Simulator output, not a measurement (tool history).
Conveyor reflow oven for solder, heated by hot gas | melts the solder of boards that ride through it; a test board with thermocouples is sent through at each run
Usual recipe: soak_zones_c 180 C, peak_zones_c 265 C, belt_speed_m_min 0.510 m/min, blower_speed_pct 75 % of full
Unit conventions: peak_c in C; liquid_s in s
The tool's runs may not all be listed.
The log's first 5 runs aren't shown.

run,day,soak_zones_c,peak_zones_c,belt_speed_m_min,blower_speed_pct,hours of work since the flux was cleaned out,hours of work since the belt drive was overhauled,hours of work since the thermocouples were changed,peak_c,liquid_s
6,4.088,180,265,0.510,75,301,854,570,253.66,56.3
7,4.633,180,265,0.510,75,311,863,580,253.63,57.0
8,5.433,180,265,0.424,75,326,878,595,257.78,72.2
9,6.383,180,265,0.424,75,343,895,612,257.73,72.1
10,7.096,180,265,0.424,75,356,908,625,257.35,72.1
11,7.788,180,265,0.424,75,368,920,637,257.73,72.6
# day 8.454: flux residue cleaned out of gas plates and filters
12,8.575,192,265,0.424,75,2,931,648,258.71,77.9
13,9.358,180,265,0.510,75,16,945,662,253.66,56.8
14,10.392,180,265,0.510,75,35,964,680,253.64,56.8
15,11.362,180,265,0.510,75,53,981,698,253.61,57.5
16,12.217,180,265,0.510,75,68,997,713,253.63,56.8
17,13.183,170,265,0.502,51,85,1014,731,248.93,50.4
18,14.300,180,265,0.468,54,106,1034,751,253.09,61.2
19,15.438,180,265,0.468,54,126,1055,772,253.15,62.0
20,16.142,177,279,0.510,75,139,1067,784,265.87,61.9
21,16.762,177,279,0.510,75,150,1079,795,265.92,61.5
22,17.654,177,279,0.510,75,166,1095,812,265.80,62.1
23,18.479,177,279,0.510,75,181,1110,826,265.81,62.1
24,19.150,177,279,0.510,75,193,1122,839,265.90,61.3
25,19.742,188,258,0.510,75,204,1133,849,248.48,57.2
26,20.767,188,258,0.510,75,222,1151,868,248.43,56.9
27,21.875,188,258,0.481,75,242,1171,888,249.65,61.6
28,22.825,188,258,0.481,75,259,1188,905,249.61,61.6
29,24.012,180,258,0.478,78,281,1210,926,248.97,58.3
30,24.854,180,256,0.487,51,296,1225,942,243.80,52.1

What if the next run were any one of these 4? Each begins from the tool's condition after run 30:
A,25.408,180,265,0.510,50,306,1235,952,?,?
B,25.408,170,256,0.487,51,306,1235,952,?,?
C,25.408,188,257,0.565,75,306,1235,952,?,?
D,25.408,180,257,0.583,85,306,1235,952,?,?

run,peak_c,liquid_s
A,250.12,53.3
B,241.94,46.6
C,245.30,48.8
D,244.26,43.5
Stripped of hidden state, with their random variation kept, the same runs would have yielded:
run,peak_c,liquid_s
A,250.07,53.2
B,241.89,46.5
C,245.25,48.7
D,244.22,43.5
